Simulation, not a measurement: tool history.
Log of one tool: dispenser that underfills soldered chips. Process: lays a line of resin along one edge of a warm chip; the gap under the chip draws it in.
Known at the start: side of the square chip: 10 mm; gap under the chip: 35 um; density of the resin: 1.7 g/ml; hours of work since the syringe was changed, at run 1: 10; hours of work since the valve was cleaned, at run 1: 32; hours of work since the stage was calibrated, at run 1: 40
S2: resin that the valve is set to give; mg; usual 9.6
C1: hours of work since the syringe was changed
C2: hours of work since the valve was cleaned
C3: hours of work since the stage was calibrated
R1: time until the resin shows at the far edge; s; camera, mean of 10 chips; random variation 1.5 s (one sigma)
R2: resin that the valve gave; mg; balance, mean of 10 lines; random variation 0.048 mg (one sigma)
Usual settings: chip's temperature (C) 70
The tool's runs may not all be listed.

{"run": 1, "hour": 0.0, "chip's temperature (C)": 70, "S2": 9.6, "C1": 10, "C2": 32, "C3": 40, "R1": 223.6, "R2": 9.48}
{"hour": 0.7, "done": "new syringe of resin"}
{"run": 2, "hour": 4.9, "chip's temperature (C)": 70, "S2": 9.6, "C1": 3, "C2": 35, "C3": 43, "R1": 172.9, "R2": 9.43}
{"run": 3, "hour": 7.6, "chip's temperature (C)": 70, "S2": 9.6, "C1": 5, "C2": 37, "C3": 45, "R1": 187, "R2": 9.37}
{"run": 4, "hour": 10.8, "chip's temperature (C)": 70, "S2": 9.6, "C1": 8, "C2": 40, "C3": 48, "R1": 206.8, "R2": 9.36}
{"hour": 13.8, "done": "new syringe of resin"}
{"run": 5, "hour": 15.9, "chip's temperature (C)": 70, "S2": 9.6, "C1": 2, "C2": 43, "C3": 51, "R1": 156.6, "R2": 9.33}
{"run": 6, "hour": 20.8, "chip's temperature (C)": 70, "S2": 9.6, "C1": 5, "C2": 47, "C3": 55, "R1": 184.3, "R2": 9.36}
{"run": 7, "hour": 25.5, "chip's temperature (C)": 70, "S2": 9.6, "C1": 9, "C2": 51, "C3": 59, "R1": 215.5, "R2": 9.26}
{"hour": 26.8, "done": "new syringe of resin"}
{"run": 8, "hour": 28.8, "chip's temperature (C)": 70, "S2": 11.72, "C1": 2, "C2": 53, "C3": 61, "R1": 153.6, "R2": 11.31}
{"run": 9, "hour": 32.1, "chip's temperature (C)": 59, "S2": 9.6, "C1": 4, "C2": 56, "C3": 64, "R1": 302.2, "R2": 9.23}
{"run": 10, "hour": 36.7, "chip's temperature (C)": 59, "S2": 9.6, "C1": 8, "C2": 59, "C3": 67, "R1": 353.6, "R2": 9.24}
{"hour": 39.8, "done": "new syringe of resin"}
{"run": 11, "hour": 42.0, "chip's temperature (C)": 59, "S2": 9.6, "C1": 2, "C2": 63, "C3": 71, "R1": 277.3, "R2": 9.12}
{"run": 12, "hour": 44.7, "chip's temperature (C)": 59, "S2": 9.6, "C1": 4, "C2": 65, "C3": 73, "R1": 300.3, "R2": 9.23}
{"run": 13, "hour": 49.2, "chip's temperature (C)": 70, "S2": 9.4, "C1": 7, "C2": 69, "C3": 77, "R1": 199.9, "R2": 8.99}
{"hour": 53.1, "done": "new syringe of resin"}
{"run": 14, "hour": 54.0, "chip's temperature (C)": 70, "S2": 9.4, "C1": 1, "C2": 72, "C3": 80, "R1": 154.5, "R2": 9}
{"run": 15, "hour": 58.1, "chip's temperature (C)": 70, "S2": 9.4, "C1": 4, "C2": 75, "C3": 83, "R1": 176.4, "R2": 9}
{"run": 16, "hour": 60.4, "chip's temperature (C)": 70, "S2": 9.6, "C1": 6, "C2": 77, "C3": 85, "R1": 188.6, "R2": 9.05}
{"run": 17, "hour": 65.2, "chip's temperature (C)": 70, "S2": 9.6, "C1": 9, "C2": 81, "C3": 89, "R1": 218.1, "R2": 9.12}
{"hour": 66.3, "done": "new syringe of resin"}
{"run": 18, "hour": 70.2, "chip's temperature (C)": 70, "S2": 9.6, "C1": 3, "C2": 84, "C3": 92, "R1": 170.9, "R2": 9}
{"hour": 72.1, "done": "dispensing valve cleaned and set on the balance"}
{"run": 19, "hour": 74.8, "chip's temperature (C)": 70, "S2": 9.6, "C1": 6, "C2": 2, "C3": 95, "R1": 191.3, "R2": 9.61}
{"run": 20, "hour": 78.8, "chip's temperature (C)": 70, "S2": 9.6, "C1": 9, "C2": 5, "C3": 98, "R1": 214.9, "R2": 9.63}
{"hour": 80.4, "done": "new syringe of resin"}
{"run": 21, "hour": 84.1, "chip's temperature (C)": 62, "S2": 9.71, "C1": 3, "C2": 9, "C3": 102, "R1": 256.9, "R2": 9.61}
{"run": 22, "hour": 86.7, "chip's temperature (C)": 78, "S2": 9.71, "C1": 5, "C2": 11, "C3": 104, "R1": 129.3, "R2": 9.68}
{"run": 23, "hour": 91.2, "chip's temperature (C)": 78, "S2": 9.71, "C1": 8, "C2": 14, "C3": 107, "R1": 146, "R2": 9.67}
{"hour": 93.6, "done": "new syringe of resin"}
{"run": 24, "hour": 95.2, "chip's temperature (C)": 78, "S2": 9.71, "C1": 1, "C2": 17, "C3": 110, "R1": 106, "R2": 9.47}
{"run": 25, "hour": 99.9, "chip's temperature (C)": 78, "S2": 9.71, "C1": 5, "C2": 21, "C3": 114, "R1": 124.2, "R2": 9.63}
{"run": 26, "hour": 105.2, "chip's temperature (C)": 70, "S2": 12, "C1": 9, "C2": 25, "C3": 118, "R1": 209.2, "R2": 11.78}
{"hour": 106.7, "done": "new syringe of resin"}
{"run": 27, "hour": 110.0, "chip's temperature (C)": 58, "S2": 8.4, "C1": 2, "C2": 28, "C3": 121, "R1": 304.8, "R2": 8.29}
{"run": 28, "hour": 114.3, "chip's temperature (C)": 58, "S2": 8.4, "C1": 6, "C2": 32, "C3": 125, "R1": 348.6, "R2": 8.16}
{"run": 29, "hour": 117.9, "chip's temperature (C)": 58, "S2": 8.4, "C1": 9, "C2": 35, "C3": 128, "R1": 386.6, "R2": 8.32}
{"hour": 120.0, "done": "new syringe of resin"}
{"run": 30, "hour": 121.4, "chip's temperature (C)": 70, "S2": 10.47, "C1": 1, "C2": 37, "C3": 130, "R1": 155.2, "R2": 10.21}
{"run": 31, "hour": 126.6, "chip's temperature (C)": 85, "S2": 11.53, "C1": 5, "C2": 41, "C3": 134, "R1": 89.6, "R2": 11.22}
{"run": 32, "hour": 130.8, "chip's temperature (C)": 70, "S2": 8.82, "C1": 8, "C2": 44, "C3": 137, "R1": 211.7, "R2": 8.54}
{"hour": 133.0, "done": "new syringe of resin"}
{"run": 33, "hour": 133.9, "chip's temperature (C)": 70, "S2": 9.72, "C1": 1, "C2": 46, "C3": 139, "R1": 155.5, "R2": 9.5}
{"run": 34, "hour": 137.5, "chip's temperature (C)": 70, "S2": 9.72, "C1": 3, "C2": 49, "C3": 142, "R1": 174.6, "R2": 9.42}
{"run": 35, "hour": 140.9, "chip's temperature (C)": 70, "S2": 9.72, "C1": 6, "C2": 52, "C3": 145, "R1": 195.1, "R2": 9.43}
{"run": 36, "hour": 145.4, "chip's temperature (C)": 78, "S2": 11.12, "C1": 10, "C2": 55, "C3": 148, "R1": 150.6, "R2": 10.67}
{"hour": 146.2, "done": "new syringe of resin"}
{"run": 37, "hour": 148.0, "chip's temperature (C)": 64, "S2": 8.7, "C1": 1, "C2": 57, "C3": 150, "R1": 212, "R2": 8.42}

How the hidden state differs across the entries between the runs, from the last listed run before each to the first after it:
Between runs 1 and 2: new syringe of resin (hour 0.7)
  resin's viscosity, % of fresh resin's: 148.9 -> 114.6; dose that the valve gives, % of what is set: 98.08 -> 97.86; true chip temperature over the reading, C: -0.23 -> -0.22
  measured less the result without the state, R1: +75.4 -> +24 s; R2: -0.18 -> -0.2 mg
Between runs 4 and 5: new syringe of resin (hour 13.8)
  resin's viscosity, % of fresh resin's: 137.4 -> 105.4; dose that the valve gives, % of what is set: 97.55 -> 97.31; true chip temperature over the reading, C: -0.21 -> -0.2
  measured less the result without the state, R1: +58.1 -> +9.9 s; R2: -0.23 -> -0.25 mg
Between runs 7 and 8: new syringe of resin (hour 26.8)
  resin's viscosity, % of fresh resin's: 141.6 -> 104.5; dose that the valve gives, % of what is set: 96.81 -> 96.67; true chip temperature over the reading, C: -0.19 -> -0.18
  measured less the result without the state, R1: +65.4 -> +8.1 s; R2: -0.31 -> -0.39 mg
Between runs 10 and 11: new syringe of resin (hour 39.8)
  resin's viscosity, % of fresh resin's: 133.4 -> 106.4; dose that the valve gives, % of what is set: 96.26 -> 96.03; true chip temperature over the reading, C: -0.17 -> -0.16
  measured less the result without the state, R1: +91.9 -> +20.1 s; R2: -0.35 -> -0.38 mg
Between runs 13 and 14: new syringe of resin (hour 53.1)
  resin's viscosity, % of fresh resin's: 132.9 -> 102.9; dose that the valve gives, % of what is set: 95.66 -> 95.42; true chip temperature over the reading, C: -0.15 -> -0.14
  measured less the result without the state, R1: +51.5 -> +6.3 s; R2: -0.41 -> -0.43 mg
Between runs 17 and 18: new syringe of resin (hour 66.3)
  resin's viscosity, % of fresh resin's: 145.3 -> 112.2; dose that the valve gives, % of what is set: 94.82 -> 94.58
  measured less the result without the state, R1: +70 -> +20.5 s; R2: -0.49 -> -0.52 mg
Between runs 18 and 19: dispensing valve cleaned and set on the balance (hour 72.1)
  resin's viscosity, % of fresh resin's: 112.2 -> 125.6; dose that the valve gives, % of what is set: 94.58 -> 100.05; true chip temperature over the reading, C: -0.12 -> -0.11
  measured less the result without the state, R1: +20.5 -> +39.7 s; R2: -0.52 -> +0.01 mg
Between runs 20 and 21: new syringe of resin (hour 80.4)
  resin's viscosity, % of fresh resin's: 141.9 -> 114.7; dose that the valve gives, % of what is set: 99.84 -> 99.6; true chip temperature over the reading, C: -0.1 -> -0.09
  measured less the result without the state, R1: +64.1 -> +33.9 s; R2: -0.02 -> -0.04 mg
Between runs 23 and 24: new syringe of resin (hour 93.6)
  resin's viscosity, % of fresh resin's: 142.6 -> 103.7; dose that the valve gives, % of what is set: 99.22 -> 99.05
  measured less the result without the state, R1: +44.1 -> +4.3 s; R2: -0.07 -> -0.09 mg
Between runs 26 and 27: new syringe of resin (hour 106.7)
  resin's viscosity, % of fresh resin's: 141.5 -> 108.9; dose that the valve gives, % of what is set: 98.55 -> 98.34; true chip temperature over the reading, C: -0.06 -> -0.05
  measured less the result without the state, R1: +61.9 -> +26.7 s; R2: -0.18 -> -0.14 mg
Between runs 29 and 30: new syringe of resin (hour 120)
  resin's viscosity, % of fresh resin's: 138.9 -> 105.4; dose that the valve gives, % of what is set: 97.92 -> 97.75; true chip temperature over the reading, C: -0.04 -> -0.03
  measured less the result without the state, R1: +110.1 -> +8.4 s; R2: -0.18 -> -0.23 mg
Between runs 32 and 33: new syringe of resin (hour 133)
  resin's viscosity, % of fresh resin's: 141 -> 104; dose that the valve gives, % of what is set: 97.28 -> 97.15
  measured less the result without the state, R1: +62.3 -> +6.6 s; R2: -0.24 -> -0.28 mg
Between runs 36 and 37: new syringe of resin (hour 146.2)
  resin's viscosity, % of fresh resin's: 148.3 -> 104.8; dose that the valve gives, % of what is set: 96.61 -> 96.49; true chip temperature over the reading, C: 0 -> 0.01
  measured less the result without the state, R1: +49.2 -> +11.2 s; R2: -0.37 -> -0.31 mg
